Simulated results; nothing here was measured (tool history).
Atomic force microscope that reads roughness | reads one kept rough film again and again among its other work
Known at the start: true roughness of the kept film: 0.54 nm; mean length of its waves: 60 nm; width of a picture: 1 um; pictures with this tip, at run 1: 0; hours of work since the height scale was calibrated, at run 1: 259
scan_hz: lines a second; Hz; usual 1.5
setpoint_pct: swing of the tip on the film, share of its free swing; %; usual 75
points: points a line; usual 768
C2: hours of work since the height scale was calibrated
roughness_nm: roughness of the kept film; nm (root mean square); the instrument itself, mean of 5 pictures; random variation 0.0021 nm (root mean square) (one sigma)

{"run": 1, "day": 0.0, "scan_hz": 1.5, "setpoint_pct": 75, "points": 768, "pictures with this tip": 0, "C2": 259, "roughness_nm": 0.497}
{"run": 2, "day": 1.258, "scan_hz": 1.5, "setpoint_pct": 75, "points": 768, "pictures with this tip": 60, "C2": 280, "roughness_nm": 0.496}
{"run": 3, "day": 2.658, "scan_hz": 1.5, "setpoint_pct": 75, "points": 768, "pictures with this tip": 127, "C2": 303, "roughness_nm": 0.492}
{"run": 4, "day": 3.288, "scan_hz": 1.5, "setpoint_pct": 75, "points": 768, "pictures with this tip": 157, "C2": 313, "roughness_nm": 0.496}
{"day": 4.546, "done": "new tip fitted"}
{"run": 5, "day": 4.721, "scan_hz": 1.5, "setpoint_pct": 75, "points": 768, "pictures with this tip": 8, "C2": 337, "roughness_nm": 0.495}
{"run": 6, "day": 6.192, "scan_hz": 1.5, "setpoint_pct": 75, "points": 768, "pictures with this tip": 79, "C2": 361, "roughness_nm": 0.496}
{"run": 7, "day": 7.35, "scan_hz": 3.93, "setpoint_pct": 75, "points": 768, "pictures with this tip": 134, "C2": 380, "roughness_nm": 0.438}
{"run": 8, "day": 8.371, "scan_hz": 1.86, "setpoint_pct": 75, "points": 768, "pictures with this tip": 183, "C2": 396, "roughness_nm": 0.484}
{"day": 9.067, "done": "new tip fitted"}
{"run": 9, "day": 9.504, "scan_hz": 2.09, "setpoint_pct": 75, "points": 768, "pictures with this tip": 21, "C2": 415, "roughness_nm": 0.478}
{"run": 10, "day": 10.962, "scan_hz": 2.09, "setpoint_pct": 75, "points": 768, "pictures with this tip": 90, "C2": 439, "roughness_nm": 0.481}
{"run": 11, "day": 12.05, "scan_hz": 2.09, "setpoint_pct": 77, "points": 768, "pictures with this tip": 142, "C2": 456, "roughness_nm": 0.475}
{"run": 12, "day": 12.958, "scan_hz": 2.09, "setpoint_pct": 72, "points": 768, "pictures with this tip": 186, "C2": 471, "roughness_nm": 0.488}
{"day": 13.583, "done": "new tip fitted"}
{"run": 13, "day": 13.958, "scan_hz": 2.08, "setpoint_pct": 72, "points": 525, "pictures with this tip": 19, "C2": 487, "roughness_nm": 0.49}
{"run": 14, "day": 14.988, "scan_hz": 0.65, "setpoint_pct": 63, "points": 490, "pictures with this tip": 68, "C2": 504, "roughness_nm": 0.524}
{"run": 15, "day": 16.054, "scan_hz": 1.5, "setpoint_pct": 75, "points": 768, "pictures with this tip": 118, "C2": 522, "roughness_nm": 0.491}
{"run": 16, "day": 17.167, "scan_hz": 1.5, "setpoint_pct": 65, "points": 768, "pictures with this tip": 172, "C2": 540, "roughness_nm": 0.513}

4 ways to go on from here, each from the tool as it stands after run 16. What would each give?
{"day": 18.062, "done": "new tip fitted"}
{"run": "A", "day": 18.138, "scan_hz": 0.66, "setpoint_pct": 75, "points": 987, "pictures with this tip": 4, "C2": 556, "roughness_nm": "?"}
{"day": 18.062, "done": "new tip fitted"}
{"run": "B", "day": 18.138, "scan_hz": 0.62, "setpoint_pct": 82, "points": 686, "pictures with this tip": 4, "C2": 556, "roughness_nm": "?"}
{"day": 18.062, "done": "new tip fitted"}
{"run": "C", "day": 18.138, "scan_hz": 1.52, "setpoint_pct": 65, "points": 663, "pictures with this tip": 4, "C2": 556, "roughness_nm": "?"}
{"day": 18.062, "done": "new tip fitted"}
{"run": "D", "day": 18.138, "scan_hz": 0.56, "setpoint_pct": 75, "points": 768, "pictures with this tip": 4, "C2": 556, "roughness_nm": "?"}

run=A roughness_nm=0.519
run=B roughness_nm=0.514
run=C roughness_nm=0.509
run=D roughness_nm=0.524
Without the tool's hidden state the same runs would have given:
run=A roughness_nm=0.521
run=B roughness_nm=0.516
run=C roughness_nm=0.511
run=D roughness_nm=0.526
